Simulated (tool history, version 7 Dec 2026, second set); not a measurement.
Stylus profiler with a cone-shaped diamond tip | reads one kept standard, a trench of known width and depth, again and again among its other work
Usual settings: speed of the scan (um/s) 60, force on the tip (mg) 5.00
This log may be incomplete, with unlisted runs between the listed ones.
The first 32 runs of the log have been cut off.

| run | hour | speed of the scan (um/s) | force on the tip (mg) | depth of the trench (angstrom) | width of the trench's floor (nm) |
|---|---|---|---|---|---|
| 33 | 2866.2 | 21 | 5.00 | 10157.7 | 10320 |
| 34 | 2943.8 | 21 | 5.00 | 10161.3 | 10260 |
| 35 | 3041.8 | 17 | 1.93 | 10085.8 | 10120 |
| 36 | 3142.6 | 45 | 4.50 | 10156.0 | 9930 |
| 37 | 3203.1 | 45 | 4.50 | 10154.1 | 9900 |
| 38 | 3278.9 | 45 | 4.50 | 10158.8 | 9730 |
| 39 | 3400.5 | 45 | 4.50 | 10162.3 | 9620 |
| 40 | 3523.5 | 29 | 5.00 | 10179.4 | 9460 |
| 41 | 3628.1 | 29 | 5.00 | 10184.2 | 9390 |
| 42 | 3683.9 | 32 | 2.73 | 10130.3 | 9310 |
| 43 | 3746.5 | 52 | 10.29 | 10282.6 | 9240 |
| 44 | 3871.6 | 53 | 5.48 | 10198.6 | 9100 |
| 45 | 3925.6 | 122 | 2.26 | 10124.1 | 8880 |
|  | 4041.5 | new tip fitted, height scale calibrated |
| 46 | 4046.5 | 54 | 5.46 | 10164.8 | 13900 |

Predict each of these 4 candidate next runs independently; none follows another, all start after run 46:
| A | 4131.8 | 103 | 3.23 | ? | ? |
| B | 4131.8 | 15 | 5.20 | ? | ? |
| C | 4131.8 | 99 | 7.22 | ? | ? |
| D | 4131.8 | 231 | 5.15 | ? | ? |

| run | depth of the trench (angstrom) | width of the trench's floor (nm) |
|---|---|---|
| A | 10116.9 | 13630 |
| B | 10161.5 | 13750 |
| C | 10198.0 | 13680 |
| D | 10156.9 | 13490 |
The same runs, with their run-to-run variation unchanged, on a tool lacking any hidden condition would have given:
| run | depth of the trench (angstrom) | width of the trench's floor (nm) |
|---|---|---|
| A | 10115.1 | 13820 |
| B | 10159.7 | 13950 |
| C | 10196.2 | 13880 |
| D | 10155.1 | 13690 |

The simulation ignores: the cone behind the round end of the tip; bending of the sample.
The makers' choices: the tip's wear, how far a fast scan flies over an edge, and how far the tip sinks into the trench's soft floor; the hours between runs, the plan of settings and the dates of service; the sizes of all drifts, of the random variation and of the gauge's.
